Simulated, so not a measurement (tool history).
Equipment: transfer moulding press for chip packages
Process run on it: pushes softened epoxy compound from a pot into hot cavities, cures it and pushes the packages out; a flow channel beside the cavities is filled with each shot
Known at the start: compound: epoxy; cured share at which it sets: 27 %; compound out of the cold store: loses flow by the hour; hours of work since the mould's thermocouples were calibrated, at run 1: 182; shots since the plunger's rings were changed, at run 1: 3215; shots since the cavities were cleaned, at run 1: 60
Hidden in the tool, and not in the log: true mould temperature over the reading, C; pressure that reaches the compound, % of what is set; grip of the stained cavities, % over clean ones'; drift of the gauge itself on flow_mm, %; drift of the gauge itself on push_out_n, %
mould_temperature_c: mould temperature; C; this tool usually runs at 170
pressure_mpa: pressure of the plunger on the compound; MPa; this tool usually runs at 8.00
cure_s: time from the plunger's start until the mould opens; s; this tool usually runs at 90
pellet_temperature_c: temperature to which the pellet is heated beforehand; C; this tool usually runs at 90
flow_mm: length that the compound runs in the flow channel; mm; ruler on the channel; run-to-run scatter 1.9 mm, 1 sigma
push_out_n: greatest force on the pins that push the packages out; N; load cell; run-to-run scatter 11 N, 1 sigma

| run | day | mould_temperature_c | pressure_mpa | cure_s | pellet_temperature_c | hours of work since the mould's thermocouples were calibrated | shots since the plunger's rings were changed | shots since the cavities were cleaned | incoming compound's hours out of the cold store | flow_mm | push_out_n |
|---|---|---|---|---|---|---|---|---|---|---|---|
| 1 | 0.000 | 170 | 8.00 | 90 | 90 | 182 | 3215 | 60 | 44.0 | 684 | 576 |
| 2 | 0.854 | 170 | 8.00 | 90 | 90 | 195 | 3480 | 325 | 10.5 | 779 | 776 |
| 3 | 1.858 | 170 | 8.00 | 90 | 90 | 211 | 3791 | 636 | 25.8 | 733 | 881 |
|  | 2.308 | cavities cleaned with cleaning compound and waxed |
| 4 | 2.729 | 170 | 8.00 | 90 | 90 | 224 | 4042 | 131 | 32.5 | 712 | 618 |
| 5 | 3.496 | 170 | 8.00 | 90 | 90 | 236 | 4279 | 368 | 35.8 | 703 | 745 |
| 6 | 4.475 | 170 | 8.00 | 90 | 90 | 251 | 4582 | 671 | 26.4 | 725 | 922 |
|  | 4.804 | cavities cleaned with cleaning compound and waxed |
| 7 | 5.712 | 170 | 8.00 | 90 | 90 | 269 | 4946 | 281 | 22.8 | 736 | 728 |
| 8 | 6.950 | 167 | 8.00 | 90 | 90 | 289 | 5329 | 664 | 24.8 | 737 | 1085 |
|  | 7.308 | cavities cleaned with cleaning compound and waxed |
| 9 | 7.871 | 170 | 8.00 | 90 | 90 | 302 | 5595 | 174 | 38.1 | 693 | 628 |
| 10 | 8.842 | 170 | 8.00 | 74 | 90 | 317 | 5895 | 474 | 41.0 | 679 | 1113 |
|  | 9.050 | plunger's sealing rings changed |
|  | 9.875 | cavities cleaned with cleaning compound and waxed |
| 11 | 10.212 | 170 | 8.00 | 74 | 90 | 336 | 340 | 105 | 12.9 | 788 | 926 |
| 12 | 11.288 | 170 | 8.00 | 90 | 90 | 353 | 673 | 438 | 9.9 | 799 | 825 |
|  | 12.412 | cavities cleaned with cleaning compound and waxed |
| 13 | 12.458 | 170 | 8.00 | 90 | 90 | 371 | 1016 | 14 | 42.0 | 702 | 507 |
| 14 | 13.167 | 170 | 9.70 | 90 | 90 | 382 | 1235 | 233 | 19.3 | 843 | 681 |
| 15 | 13.692 | 170 | 9.70 | 90 | 90 | 390 | 1398 | 396 | 20.5 | 842 | 790 |
| 16 | 14.200 | 168 | 9.70 | 80 | 90 | 398 | 1556 | 554 | 27.8 | 823 | 1167 |
|  | 14.875 | cavities cleaned with cleaning compound and waxed |
| 17 | 15.346 | 168 | 9.70 | 80 | 90 | 415 | 1891 | 146 | 16.7 | 860 | 932 |
| 18 | 16.162 | 162 | 6.87 | 92 | 93 | 428 | 2144 | 399 | 37.6 | 682 | 1219 |
|  | 16.946 | mould's thermocouples calibrated |
| 19 | 17.133 | 172 | 6.87 | 103 | 83 | 3 | 2420 | 675 | 24.2 | 692 | 743 |
|  | 17.450 | cavities cleaned with cleaning compound and waxed |
| 20 | 18.179 | 172 | 6.87 | 103 | 83 | 18 | 2723 | 225 | 46.7 | 634 | 593 |
| 21 | 18.696 | 172 | 6.87 | 88 | 100 | 26 | 2883 | 385 | 17.4 | 705 | 773 |
| 22 | 19.767 | 172 | 6.87 | 88 | 100 | 43 | 3215 | 717 | 8.2 | 728 | 909 |
|  | 19.942 | cavities cleaned with cleaning compound and waxed |
| 23 | 20.629 | 163 | 8.00 | 123 | 90 | 56 | 3464 | 213 | 25.1 | 769 | 650 |
| 24 | 21.150 | 163 | 9.82 | 86 | 81 | 64 | 3625 | 374 | 13.5 | 894 | 1511 |
|  | 22.412 | cavities cleaned with cleaning compound and waxed |
| 25 | 22.412 | 163 | 9.82 | 86 | 81 | 83 | 3997 | 1 | 30.9 | 828 | 941 |
| 26 | 23.058 | 169 | 9.82 | 86 | 81 | 93 | 4197 | 201 | 30.9 | 804 | 864 |
| 27 | 24.250 | 172 | 9.82 | 86 | 81 | 112 | 4566 | 570 | 43.8 | 755 | 876 |

Below are 4 alternative next runs, each starting from the tool's condition after run 27. Predict each:
| A | 24.796 | 169 | 8.99 | 90 | 97 | 120 | 4734 | 738 | 41.3 | ? | ? |
| B | 24.796 | 173 | 8.00 | 90 | 90 | 120 | 4734 | 738 | 31.2 | ? | ? |
| C | 24.796 | 172 | 9.82 | 84 | 81 | 120 | 4734 | 738 | 45.1 | ? | ? |
| D | 24.796 | 172 | 9.82 | 86 | 90 | 120 | 4734 | 738 | 21.9 | ? | ? |

| run | flow_mm | push_out_n |
|---|---|---|
| A | 734 | 991 |
| B | 712 | 828 |
| C | 751 | 985 |
| D | 816 | 911 |
What these runs would have given with no unlogged condition in the tool:
| run | flow_mm | push_out_n |
|---|---|---|
| A | 756 | 532 |
| B | 733 | 448 |
| C | 773 | 529 |
| D | 840 | 488 |
